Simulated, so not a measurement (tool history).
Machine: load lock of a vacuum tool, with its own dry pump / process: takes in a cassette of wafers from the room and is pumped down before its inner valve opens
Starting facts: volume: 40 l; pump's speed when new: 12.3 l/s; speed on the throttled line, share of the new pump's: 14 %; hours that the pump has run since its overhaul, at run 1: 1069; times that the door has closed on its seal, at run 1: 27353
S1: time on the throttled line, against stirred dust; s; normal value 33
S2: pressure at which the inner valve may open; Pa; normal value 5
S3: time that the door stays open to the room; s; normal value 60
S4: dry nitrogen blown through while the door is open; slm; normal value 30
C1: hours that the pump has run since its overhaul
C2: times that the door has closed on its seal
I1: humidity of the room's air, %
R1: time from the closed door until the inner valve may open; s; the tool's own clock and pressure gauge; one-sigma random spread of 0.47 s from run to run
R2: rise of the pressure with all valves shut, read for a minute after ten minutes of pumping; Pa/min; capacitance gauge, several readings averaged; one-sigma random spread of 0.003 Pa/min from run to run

run 1 hour=0 | S1=33 S2=5 S3=60 S4=30 | C1=1069 C2=27353 | I1=44.5 | R1=60.8 R2=0.117
run 2 hour=164.1 | S1=33 S2=5 S3=60 S4=30 | C1=1233 C2=28163 | I1=42.7 | R1=60.4 R2=0.115
run 3 hour=331.2 | S1=33 S2=5 S3=60 S4=30 | C1=1401 C2=28988 | I1=45.4 | R1=61 R2=0.121
run 4 hour=437.7 | S1=33 S2=5 S3=60 S4=30 | C1=1507 C2=29513 | I1=46.7 | R1=60.9 R2=0.124
run 5 hour=582.2 | S1=33 S2=5 S3=60 S4=30 | C1=1652 C2=30226 | I1=45.2 | R1=61.1 R2=0.13
run 6 hour=734.9 | S1=33 S2=5 S3=60 S4=30 | C1=1804 C2=30980 | I1=41.9 | R1=60.4 R2=0.123
run 7 hour=850.9 | S1=33 S2=5 S3=60 S4=30 | C1=1920 C2=31552 | I1=45.8 | R1=61.2 R2=0.123
run 8 hour=947 | S1=33 S2=5 S3=28 S4=30 | C1=2016 C2=32026 | I1=45.9 | R1=61 R2=0.128
run 9 hour=1088.9 | S1=33 S2=5 S3=28 S4=30 | C1=2158 C2=32726 | I1=46.2 | R1=60.7 R2=0.123
run 10 hour=1236.9 | S1=22 S2=5 S3=28 S4=30 | C1=2306 C2=33457 | I1=43.6 | R1=51.9 R2=0.13
run 11 hour=1328.3 | S1=33 S2=5 S3=114 S4=30 | C1=2398 C2=33908 | I1=46.4 | R1=59.8 R2=0.161
run 12 hour=1430.8 | S1=33 S2=5 S3=60 S4=30 | C1=2500 C2=34413 | I1=47.1 | R1=60.8 R2=0.146
run 13 hour=1562.1 | S1=33 S2=5 S3=60 S4=30 | C1=2631 C2=35061 | I1=42.1 | R1=62.3 R2=0.141
run 14 hour=1677.7 | S1=33 S2=5 S3=60 S4=30 | C1=2747 C2=35631 | I1=44.1 | R1=61.7 R2=0.151
run 15 hour=1749.1 | S1=33 S2=5 S3=60 S4=30 | C1=2818 C2=35984 | I1=45.3 | R1=60.6 R2=0.155
run 16 hour=1859.2 | S1=27 S2=5 S3=60 S4=30 | C1=2928 C2=36527 | I1=45.3 | R1=56.4 R2=0.152
run 17 hour=1951.9 | S1=27 S2=5 S3=60 S4=30 | C1=3021 C2=36984 | I1=45.8 | R1=56.1 R2=0.153
run 18 hour=2024.3 | S1=33 S2=5 S3=60 S4=30 | C1=3094 C2=37342 | I1=43 | R1=61.3 R2=0.158
run 19 hour=2179 | S1=33 S2=5 S3=60 S4=30 | C1=3248 C2=38105 | I1=43.7 | R1=61.2 R2=0.162
run 20 hour=2282.7 | S1=20 S2=5 S3=60 S4=30 | C1=3352 C2=38617 | I1=46.8 | R1=50.6 R2=0.159
run 21 hour=2397.5 | S1=20 S2=5 S3=60 S4=30 | C1=3467 C2=39183 | I1=43.8 | R1=50.6 R2=0.165
run 22 hour=2505.6 | S1=20 S2=5 S3=60 S4=30 | C1=3575 C2=39716 | I1=42.8 | R1=50.4 R2=0.173
run 23 hour=2589.5 | S1=33 S2=5 S3=60 S4=17 | C1=3659 C2=40131 | I1=41.8 | R1=61.6 R2=0.169
run 24 hour=2738.2 | S1=28 S2=5 S3=28 S4=7 | C1=3807 C2=40864 | I1=41.8 | R1=57 R2=0.173
run 25 hour=2856.8 | S1=60 S2=10 S3=44 S4=15 | C1=3926 C2=41450 | I1=43.2 | R1=81.6 R2=0.181
run 26 hour=2949.7 | S1=60 S2=10 S3=44 S4=15 | C1=4019 C2=41908 | I1=47.7 | R1=82.3 R2=0.183
run 27 hour=3037.4 | S1=36 S2=6 S3=52 S4=5 | C1=4107 C2=42341 | I1=44.9 | R1=62.7 R2=0.205
run 28 hour=3122.1 | S1=36 S2=6 S3=52 S4=5 | C1=4191 C2=42759 | I1=42.3 | R1=62.8 R2=0.202
run 29 hour=3226.6 | S1=33 S2=5 S3=100 S4=4 | C1=4296 C2=43274 | I1=49.9 | R1=60.8 R2=0.241
run 30 hour=3393.7 | S1=36 S2=5 S3=122 S4=7 | C1=4463 C2=44099 | I1=44.3 | R1=64.4 R2=0.236
run 31 hour=3463.6 | S1=36 S2=5 S3=122 S4=7 | C1=4533 C2=44444 | I1=45.1 | R1=65.1 R2=0.239
run 32 hour=3583.8 | S1=36 S2=5 S3=122 S4=7 | C1=4653 C2=45037 | I1=43.6 | R1=64.6 R2=0.237
run 33 hour=3709.7 | S1=28 S2=5 S3=46 S4=6 | C1=4779 C2=45658 | I1=48.7 | R1=57.6 R2=0.226
run 34 hour=3842.4 | S1=28 S2=5 S3=46 S4=6 | C1=4912 C2=46313 | I1=47.6 | R1=57.6 R2=0.225
run 35 hour=3927.8 | S1=28 S2=5 S3=46 S4=6 | C1=4997 C2=46734 | I1=42.3 | R1=57.7 R2=0.22
run 36 hour=4081.4 | S1=30 S2=5 S3=195 S4=30 | C1=5151 C2=47492 | I1=45.1 | R1=59.8 R2=0.228
run 37 hour=4203 | S1=33 S2=5 S3=100 S4=5 | C1=5272 C2=48092 | I1=44.7 | R1=62.3 R2=0.256

Some steps in R1, run to run, broken into two amounts with sign: the step expected even without the hidden condition (settings, incoming material, random variation), and the rest, left for the hidden condition together with whatever gauge scatter is not in both the measured and the hidden-condition-free result:
Unlogged tool condition in this case: pump's speed, % of a new pump's; leak at the door's seal, Pa l/s; drift of the gauge itself on ready_s, %; drift of the gauge itself on rise_pa_min, %.
Run 1 -> 2: no setting changed, nothing entered. R1 -0.4 s: hidden state +0.1, all else -0.5.
Run 22 -> 23: S1 20 -> 33, S4 30 -> 17. R1 +11.2 s: hidden state +0, all else +11.2.
Run 24 -> 25: S1 28 -> 60, S2 5 -> 10, S3 28 -> 44, S4 7 -> 15. R1 +24.6 s: hidden state -0.1, all else +24.7.
Run 26 -> 27: S1 60 -> 36, S2 10 -> 6, S3 44 -> 52, S4 15 -> 5. R1 -19.6 s: hidden state +0.2, all else -19.8.
Run 29 -> 30: S1 33 -> 36, S3 100 -> 122, S4 4 -> 7. R1 +3.6 s: hidden state +0.2, all else +3.4.

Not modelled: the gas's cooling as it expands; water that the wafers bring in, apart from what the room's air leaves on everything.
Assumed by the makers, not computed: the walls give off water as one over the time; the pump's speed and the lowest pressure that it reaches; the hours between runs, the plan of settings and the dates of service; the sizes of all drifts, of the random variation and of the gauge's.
